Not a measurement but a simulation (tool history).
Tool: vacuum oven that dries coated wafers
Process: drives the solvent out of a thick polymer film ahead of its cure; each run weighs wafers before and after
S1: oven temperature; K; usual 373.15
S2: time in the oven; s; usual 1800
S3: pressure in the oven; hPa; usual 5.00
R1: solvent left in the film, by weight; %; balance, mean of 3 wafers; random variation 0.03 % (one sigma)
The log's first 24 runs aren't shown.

run,hour,S1,S2,S3,R1
25,644.6,359.15,1260,10.33,6.58
26,676.3,374.15,1080,3.77,2.70
27,708.8,374.15,1080,3.77,2.70
28,734.0,374.15,1080,3.77,2.75
29,757.7,368.15,1740,5.00,1.97
30,789.3,373.15,2040,10.12,1.61
31,820.1,373.15,2040,10.12,1.53
32,836.1,373.15,3240,8.52,1.01
33,859.5,373.15,3240,8.52,1.06
34,876.4,368.15,1680,3.40,1.96
35,895.4,368.15,1680,3.40,1.96
36,915.3,380.15,1800,5.77,0.77
37,930.7,368.15,1800,5.00,1.91
38,962.5,368.15,1800,5.00,1.97
39,992.7,364.15,1800,9.72,3.29
40,1022.8,367.15,2700,7.36,1.47

Forecast each of these 5 alternatives for the next run:
A,1038.2,373.15,1800,5.00,?
B,1038.2,371.15,1800,5.00,?
C,1038.2,367.15,3120,7.36,?
D,1038.2,382.15,960,11.42,?
E,1038.2,363.15,960,13.30,?

run,R1
A,1.33
B,1.56
C,1.29
D,2.45
E,7.41
Without the tool's hidden state the same runs would have given:
run,R1
A,1.25
B,1.47
C,1.21
D,2.36
E,7.26
